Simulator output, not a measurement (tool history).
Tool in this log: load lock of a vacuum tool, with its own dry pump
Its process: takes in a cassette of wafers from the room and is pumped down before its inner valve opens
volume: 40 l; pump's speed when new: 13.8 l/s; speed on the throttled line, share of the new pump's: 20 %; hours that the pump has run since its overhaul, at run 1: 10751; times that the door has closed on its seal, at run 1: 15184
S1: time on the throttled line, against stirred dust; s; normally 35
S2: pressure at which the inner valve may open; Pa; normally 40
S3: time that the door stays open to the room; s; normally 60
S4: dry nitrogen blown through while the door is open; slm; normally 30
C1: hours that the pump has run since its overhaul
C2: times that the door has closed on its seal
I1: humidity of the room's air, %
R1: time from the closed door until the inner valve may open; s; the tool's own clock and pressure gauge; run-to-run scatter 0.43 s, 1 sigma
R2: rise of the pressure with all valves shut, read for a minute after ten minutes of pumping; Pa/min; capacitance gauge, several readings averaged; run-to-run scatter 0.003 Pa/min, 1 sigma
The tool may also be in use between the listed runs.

Run 1, hour 0.0: usual settings; C1 10751; C2 15184; I1 45.1. Result: R1 53.7 s, R2 0.286 Pa/min.
Run 2, hour 347.4: usual settings; C1 11099; C2 15861; I1 44.6. Result: R1 55.1 s, R2 0.293 Pa/min.
Run 3, hour 920.9: usual settings but S2 57 Pa; C1 11672; C2 16979; I1 44.7. Result: R1 53.2 s, R2 0.323 Pa/min.
Run 4, hour 1538.0: usual settings but S2 57 Pa; C1 12289; C2 18182; I1 48.2. Result: R1 53.7 s, R2 0.342 Pa/min.
Run 5, hour 2010.0: usual settings but S2 57 Pa; C1 12761; C2 19102; I1 43.9. Result: R1 54.2 s, R2 0.373 Pa/min.
Run 6, hour 2472.1: usual settings but S2 57 Pa; C1 13223; C2 20002; I1 43.9. Result: R1 54.4 s, R2 0.380 Pa/min.
Run 7, hour 2846.4: usual settings but S2 34 Pa; C1 13598; C2 20732; I1 44.1. Result: R1 55.5 s, R2 0.405 Pa/min.
Run 8, hour 3367.9: usual settings but S2 34 Pa; C1 14119; C2 21749; I1 43.6. Result: R1 56.1 s, R2 0.421 Pa/min.
Run 9, hour 3946.1: usual settings but S2 34 Pa; C1 14697; C2 22875; I1 44.1. Result: R1 56.3 s, R2 0.452 Pa/min.
Run 10, hour 4476.8: usual settings but S2 34 Pa; C1 15228; C2 23910; I1 46.6. Result: R1 57.1 s, R2 0.484 Pa/min.
At hour 4622.5: dry pump taken out, an overhauled one fitted.
Run 11, hour 4836.4: usual settings but S2 34 Pa; C1 214; C2 24599; I1 45.3. Result: R1 51.4 s, R2 0.507 Pa/min.
Run 12, hour 5206.1: usual settings but S1 61 s, S2 42 Pa, S4 36 slm; C1 584; C2 25320; I1 46.5. Result: R1 71.4 s, R2 0.514 Pa/min.
Run 13, hour 5571.0: usual settings but S1 61 s, S2 46 Pa, S4 36 slm; C1 948; C2 26031; I1 47.4. Result: R1 71.9 s, R2 0.537 Pa/min.
Run 14, hour 5940.5: usual settings but S1 62 s, S2 33 Pa, S3 181 s, S4 21 slm; C1 1318; C2 26751; I1 45.1. Result: R1 72.6 s, R2 0.623 Pa/min.
Run 15, hour 6392.1: usual settings but S1 65 s, S2 51 Pa, S3 181 s, S4 21 slm; C1 1770; C2 27631; I1 45.2. Result: R1 74.7 s, R2 0.637 Pa/min.
Run 16, hour 7073.3: usual settings but S1 24 s, S3 78 s; C1 2451; C2 28959; I1 43.6. Result: R1 42.6 s, R2 0.625 Pa/min.

Predict the results of run 17:
Run 17, hour 7424.9: usual settings but S1 24 s, S3 78 s; C1 2802; C2 29645; I1 46.7. Result: R1 ?, R2 ?.

Run 17 gave R1 43.2 s, R2 0.641 Pa/min.
If the tool had no hidden condition, the same run with the same run-to-run variation would have returned R1 42.3 s, R2 0.043 Pa/min.
